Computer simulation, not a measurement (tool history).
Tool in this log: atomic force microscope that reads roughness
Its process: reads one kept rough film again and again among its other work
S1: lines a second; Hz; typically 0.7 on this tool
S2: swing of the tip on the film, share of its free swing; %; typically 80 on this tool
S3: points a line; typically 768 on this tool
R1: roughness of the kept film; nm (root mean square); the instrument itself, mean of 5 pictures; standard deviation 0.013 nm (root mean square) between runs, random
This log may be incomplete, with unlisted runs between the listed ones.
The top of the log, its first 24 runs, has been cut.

{"run": 25, "hour": 325.0, "S1": 0.7, "S2": 80, "S3": 402, "R1": 2.82}
{"run": 26, "hour": 342.3, "S1": 3.364, "S2": 81, "S3": 429, "R1": 2.196}
{"run": 27, "hour": 358.6, "S1": 1.138, "S2": 80, "S3": 623, "R1": 2.645}
{"hour": 366.9, "done": "new tip fitted"}
{"run": 28, "hour": 368.3, "S1": 1.138, "S2": 80, "S3": 623, "R1": 2.875}
{"run": 29, "hour": 380.2, "S1": 0.79, "S2": 67, "S3": 456, "R1": 3.074}
{"run": 30, "hour": 397.9, "S1": 0.553, "S2": 80, "S3": 928, "R1": 3.012}
{"run": 31, "hour": 406.3, "S1": 0.553, "S2": 64, "S3": 928, "R1": 3.069}
{"run": 32, "hour": 414.5, "S1": 0.72, "S2": 56, "S3": 315, "R1": 3.069}
{"run": 33, "hour": 425.9, "S1": 0.72, "S2": 56, "S3": 315, "R1": 3.049}
{"run": 34, "hour": 436.8, "S1": 1.474, "S2": 78, "S3": 768, "R1": 2.719}
{"run": 35, "hour": 453.6, "S1": 0.736, "S2": 56, "S3": 768, "R1": 3.019}
{"run": 36, "hour": 472.0, "S1": 0.736, "S2": 56, "S3": 768, "R1": 2.991}

4 options for the next run, each taken on its own from the tool as it stands now. Forecast them:
{"run": "A", "hour": 482.8, "S1": 0.736, "S2": 70, "S3": 768, "R1": "?"}
{"run": "B", "hour": 482.8, "S1": 1.15, "S2": 71, "S3": 318, "R1": "?"}
{"run": "C", "hour": 482.8, "S1": 0.736, "S2": 77, "S3": 768, "R1": "?"}
{"run": "D", "hour": 482.8, "S1": 2.166, "S2": 83, "S3": 632, "R1": "?"}

run=A R1=2.889
run=B R1=2.812
run=C R1=2.828
run=D R1=2.405
Without the tool's hidden state the same runs would have given:
run=A R1=3.103
run=B R1=3.019
run=C R1=3.037
run=D R1=2.582

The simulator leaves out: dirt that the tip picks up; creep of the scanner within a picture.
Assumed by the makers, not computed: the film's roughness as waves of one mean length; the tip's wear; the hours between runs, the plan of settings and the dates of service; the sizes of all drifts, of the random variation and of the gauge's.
